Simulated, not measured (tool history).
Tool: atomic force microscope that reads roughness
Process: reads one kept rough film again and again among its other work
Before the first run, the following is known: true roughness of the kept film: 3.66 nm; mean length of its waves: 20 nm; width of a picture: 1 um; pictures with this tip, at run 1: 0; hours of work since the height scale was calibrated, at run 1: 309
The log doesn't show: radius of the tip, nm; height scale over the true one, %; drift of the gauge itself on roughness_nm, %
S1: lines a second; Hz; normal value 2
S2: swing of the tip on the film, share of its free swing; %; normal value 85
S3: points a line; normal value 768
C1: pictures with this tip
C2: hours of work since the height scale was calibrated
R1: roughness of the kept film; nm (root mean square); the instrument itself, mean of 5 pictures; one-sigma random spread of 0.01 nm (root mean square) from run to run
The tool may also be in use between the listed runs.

run	day	S1	S2	S3	C1	C2	R1
1	0	2	85	768	0	309	2.351
2	1.888	2	85	768	80	333	1.769
# day 2.508: new tip fitted
3	3.146	2	85	768	27	349	2.109
# day 4.9: new tip fitted
4	5.25	2	85	474	15	375	2.148
# day 7.438: new tip fitted
5	7.708	2	85	474	11	405	2.23
6	9.208	2	85	677	74	424	1.763
# day 9.929: new tip fitted
7	10.612	2	85	677	29	442	2.095
8	12.2	2	85	1016	96	462	1.616
# day 12.342: new tip fitted
9	14.583	2	85	855	95	491	1.645
# day 14.821: new tip fitted
10	16.262	2	71	855	61	512	2.07
# day 17.212: new tip fitted
11	17.292	2	71	855	3	525	2.531
12	18.829	2	71	855	68	544	1.994
# day 19.696: new tip fitted
13	21.3	1.03	85	768	68	575	2.003
# day 22.117: new tip fitted
14	23.321	1.03	85	768	50	600	2.071
# day 24.525: new tip fitted
15	24.779	1.03	85	768	11	618	2.432
16	26.488	0.93	85	768	83	640	1.841
# day 26.967: new tip fitted
17	28.7	2	85	768	73	667	1.764
# day 29.488: new tip fitted
18	30.317	2	85	768	35	687	2.013
# day 31.929: new tip fitted
19	32.667	2	85	768	31	717	2.066
20	34.025	2	85	768	88	734	1.692
# day 34.383: new tip fitted
21	36.317	2	68	768	82	762	1.924
# day 36.783: new tip fitted
22	38.262	2	61	646	63	786	2.095
# day 39.217: new tip fitted
23	40.762	2.84	72	646	65	818	1.979
# day 41.729: new tip fitted
24	42.271	2.84	72	646	23	836	2.226
# day 42.454: height scale calibrated on a step standard
25	43.412	0.79	85	630	69	12	2.01
# day 44.171: new tip fitted
26	45	0.79	85	630	35	32	2.234
# day 46.129: height scale calibrated on a step standard, once more
27	46.271	0.79	85	630	87	2	1.867
# day 46.625: new tip fitted
28	48.758	2	85	275	90	33	1.635
# day 49.075: new tip fitted
29	51.25	2	64	390	92	64	1.844
# day 51.517: new tip fitted
30	52.733	1.91	79	1006	51	82	1.962
# day 53.921: new tip fitted
31	54.379	1.91	79	1006	20	103	2.259
32	55.504	1.91	71	1006	67	117	1.992
# day 56.358: new tip fitted
33	57.275	2	75	363	38	139	2.157
# day 58.838: new tip fitted
34	59.142	0.6	66	648	13	162	2.615
35	60.458	2.85	66	648	69	179	1.977
# day 61.3: new tip fitted
36	62.012	0.61	60	768	31	198	2.516
# day 63.721: new tip fitted
37	64.271	0.61	60	768	23	226	2.553
# day 66.108: new tip fitted
38	66.354	0.61	80	457	10	252	2.609
39	67.446	0.61	80	457	56	266	2.19

Consider 3 possible next runs. They are alternatives, not a sequence: every one starts from the tool as it was left by run 39. What does each give?
# day 68.675: new tip fitted
A	69.775	0.82	73	903	47	295	?
# day 68.675: new tip fitted
B	69.775	0.7	85	768	47	295	?
# day 68.675: new tip fitted
C	69.775	2	88	768	47	295	?

run	R1
A	2.278
B	2.239
C	1.927
Without the tool's unlogged condition, the same runs would have read:
run	R1
A	2.767
B	2.716
C	2.336
